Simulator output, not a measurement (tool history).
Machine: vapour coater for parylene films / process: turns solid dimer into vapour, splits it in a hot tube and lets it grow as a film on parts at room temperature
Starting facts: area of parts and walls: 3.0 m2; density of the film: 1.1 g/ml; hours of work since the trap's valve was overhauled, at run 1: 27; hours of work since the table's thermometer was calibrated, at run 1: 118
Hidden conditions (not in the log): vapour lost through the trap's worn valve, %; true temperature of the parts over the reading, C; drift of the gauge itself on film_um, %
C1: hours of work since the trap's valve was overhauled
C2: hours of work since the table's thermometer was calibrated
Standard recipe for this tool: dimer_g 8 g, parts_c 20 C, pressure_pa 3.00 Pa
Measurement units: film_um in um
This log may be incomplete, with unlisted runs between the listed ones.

run 1 hour=0.0 | dimer_g=8 parts_c=20 pressure_pa=3.00 | C1=27 C2=118 | film_um=1.57
run 2 hour=26.7 | dimer_g=8 parts_c=27 pressure_pa=3.00 | C1=44 C2=135 | film_um=1.14
run 3 hour=69.6 | dimer_g=8 parts_c=20 pressure_pa=2.77 | C1=72 C2=163 | film_um=1.51
run 4 hour=103.8 | dimer_g=13 parts_c=20 pressure_pa=3.00 | C1=94 C2=185 | film_um=2.46
run 5 hour=148.2 | dimer_g=8 parts_c=20 pressure_pa=3.00 | C1=122 C2=213 | film_um=1.48
run 6 hour=178.9 | dimer_g=8 parts_c=20 pressure_pa=3.00 | C1=142 C2=233 | film_um=1.47
run 7 hour=224.1 | dimer_g=8 parts_c=20 pressure_pa=3.00 | C1=171 C2=262 | film_um=1.51
run 8 hour=243.1 | dimer_g=8 parts_c=20 pressure_pa=11.23 | C1=183 C2=274 | film_um=1.25
run 9 hour=272.5 | dimer_g=8 parts_c=20 pressure_pa=11.23 | C1=202 C2=293 | film_um=1.30
run 10 hour=297.5 | dimer_g=8 parts_c=20 pressure_pa=11.23 | C1=218 C2=309 | film_um=1.30
run 11 hour=317.8 | dimer_g=8 parts_c=20 pressure_pa=11.23 | C1=231 C2=322 | film_um=1.29
run 12 hour=344.6 | dimer_g=8 parts_c=20 pressure_pa=11.23 | C1=248 C2=339 | film_um=1.27
run 13 hour=387.1 | dimer_g=8 parts_c=20 pressure_pa=11.23 | C1=275 C2=366 | film_um=1.27
run 14 hour=412.7 | dimer_g=8 parts_c=20 pressure_pa=11.23 | C1=292 C2=383 | film_um=1.28
run 15 hour=441.6 | dimer_g=8 parts_c=20 pressure_pa=11.23 | C1=310 C2=401 | film_um=1.24
run 16 hour=465.0 | dimer_g=8 parts_c=20 pressure_pa=11.23 | C1=325 C2=416 | film_um=1.29
run 17 hour=507.2 | dimer_g=8 parts_c=20 pressure_pa=11.23 | C1=352 C2=443 | film_um=1.21
run 18 hour=532.8 | dimer_g=13 parts_c=24 pressure_pa=9.36 | C1=369 C2=460 | film_um=1.73
run 19 hour=564.3 | dimer_g=8 parts_c=24 pressure_pa=10.42 | C1=389 C2=480 | film_um=1.05
run 20 hour=592.3 | dimer_g=8 parts_c=17 pressure_pa=2.79 | C1=407 C2=498 | film_um=1.61
run 21 hour=635.3 | dimer_g=8 parts_c=17 pressure_pa=2.79 | C1=435 C2=526 | film_um=1.57
run 22 hour=675.3 | dimer_g=8 parts_c=17 pressure_pa=2.79 | C1=460 C2=551 | film_um=1.58
run 23 hour=710.4 | dimer_g=11 parts_c=17 pressure_pa=7.65 | C1=483 C2=574 | film_um=1.98
run 24 hour=743.9 | dimer_g=9 parts_c=23 pressure_pa=11.94 | C1=504 C2=595 | film_um=1.19
run 25 hour=776.9 | dimer_g=5 parts_c=26 pressure_pa=3.63 | C1=525 C2=616 | film_um=0.64

Forecast run 26:
run 26 hour=802.5 | dimer_g=5 parts_c=28 pressure_pa=3.63 | C1=542 C2=633 | film_um=?

Run 26 yielded film_um 0.60 um.
Minus the tool's unlogged condition, the same run would have read film_um 0.70 um.
